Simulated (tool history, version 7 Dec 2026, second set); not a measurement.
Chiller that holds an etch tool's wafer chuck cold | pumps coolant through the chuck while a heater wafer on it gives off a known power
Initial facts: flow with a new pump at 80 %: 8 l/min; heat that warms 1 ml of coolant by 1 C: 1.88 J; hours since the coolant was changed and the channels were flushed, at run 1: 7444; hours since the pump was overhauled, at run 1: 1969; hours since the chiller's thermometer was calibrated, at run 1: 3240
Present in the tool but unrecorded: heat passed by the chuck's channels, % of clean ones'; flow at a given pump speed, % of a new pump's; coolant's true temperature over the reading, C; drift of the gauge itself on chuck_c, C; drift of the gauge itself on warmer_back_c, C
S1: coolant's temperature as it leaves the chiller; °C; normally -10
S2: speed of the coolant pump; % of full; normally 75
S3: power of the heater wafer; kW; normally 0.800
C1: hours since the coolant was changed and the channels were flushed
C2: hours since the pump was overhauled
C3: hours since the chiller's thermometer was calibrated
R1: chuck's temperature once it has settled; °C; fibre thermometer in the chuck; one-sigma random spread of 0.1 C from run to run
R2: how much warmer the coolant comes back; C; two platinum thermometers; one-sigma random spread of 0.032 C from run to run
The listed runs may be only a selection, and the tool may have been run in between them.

run    hour   S1  S2     S3    C1    C2    C3     R1    R2
  1     0.0  -10  75  0.800  7444  1969  3240   -3.0  3.45
  2    49.1  -10  75  0.800  7493  2018  3289   -2.9  3.39
  3    91.9  -10  75  0.800  7536  2060  3332   -3.1  3.39
  4   134.8  -10  75  0.985  7579  2103  3375   -1.0  4.23
  5   160.5  -10  75  0.985  7605  2129  3400   -1.1  4.23
  6   203.9  -10  75  0.985  7648  2172  3444   -1.1  4.30
  7   245.5  -10  75  0.800  7690  2214  3485   -2.8  3.53
  8   282.4  -10  75  0.800  7727  2251  3522   -2.5  3.55
  9   332.0  -10  75  0.800  7776  2300  3572   -2.8  3.48
 10   369.4  -10  80  0.800  7814  2338  3609   -3.2  3.31
 11   400.7  -10  80  0.800  7845  2369  3641   -3.3  3.41
 12   448.4  -10  80  0.800  7893  2417  3688   -3.1  3.36
 13   498.7  -10  80  0.800  7943  2467  3739   -3.3  3.32
 14   523.2  -10  80  0.800  7967  2492  3763   -3.3  3.38
 15   574.6  -10  75  0.800  8019  2543  3815   -2.8  3.59
 16   603.1  -10  75  0.800  8047  2572  3843   -2.8  3.60
 17   651.5  -10  84  0.466  8096  2620  3891   -6.1  2.02
 18   681.6   -3  62  1.049  8126  2650  3922    8.1  5.70
      711.8  -- gauge calibrated
 19   725.1   -6  75  0.800  8169  2694  3965    1.3  3.36
 20   762.1   -6  75  0.800  8206  2731  4002    1.2  3.43
 21   805.4   -8  75  0.800  8250  2774  4045   -1.1  3.40
 22   839.5   -8  80  0.800  8284  2808  4079   -1.1  3.27
 23   895.3  -14  66  1.036  8340  2864  4135   -3.6  5.09
 24   923.5  -14  66  1.036  8368  2892  4163   -3.6  5.09
 25   955.4  -20  77  0.931  8400  2924  4195  -11.9  3.98
 26  1002.9  -20  77  0.931  8447  2971  4243  -11.6  3.92
 27  1050.4  -10  73  0.525  8495  3019  4290   -5.3  2.39
 28  1095.6  -10  73  0.525  8540  3064  4336   -5.1  2.37
 29  1143.8  -10  73  0.525  8588  3112  4384   -5.3  2.43
 30  1191.0  -10  73  0.525  8635  3160  4431   -5.3  2.46
 31  1236.7   -7  63  1.197  8681  3205  4477    5.3  6.29

Had the tool no unlogged condition, and each run kept its random variation, what would the results have been?
run    R2
  1  3.45
  2  3.37
  3  3.36
  4  4.18
  5  4.18
  6  4.23
  7  3.45
  8  3.46
  9  3.37
 10  3.19
 11  3.28
 12  3.21
 13  3.16
 14  3.20
 15  3.40
 16  3.40
 17  1.80
 18  5.47
 19  3.35
 20  3.41
 21  3.37
 22  3.22
 23  5.03
 24  5.02
 25  3.90
 26  3.83
 27  2.28
 28  2.24
 29  2.28
 30  2.30
 31  6.11
R1 without the hidden state stays within 0.1 °C of what was measured, in all runs.

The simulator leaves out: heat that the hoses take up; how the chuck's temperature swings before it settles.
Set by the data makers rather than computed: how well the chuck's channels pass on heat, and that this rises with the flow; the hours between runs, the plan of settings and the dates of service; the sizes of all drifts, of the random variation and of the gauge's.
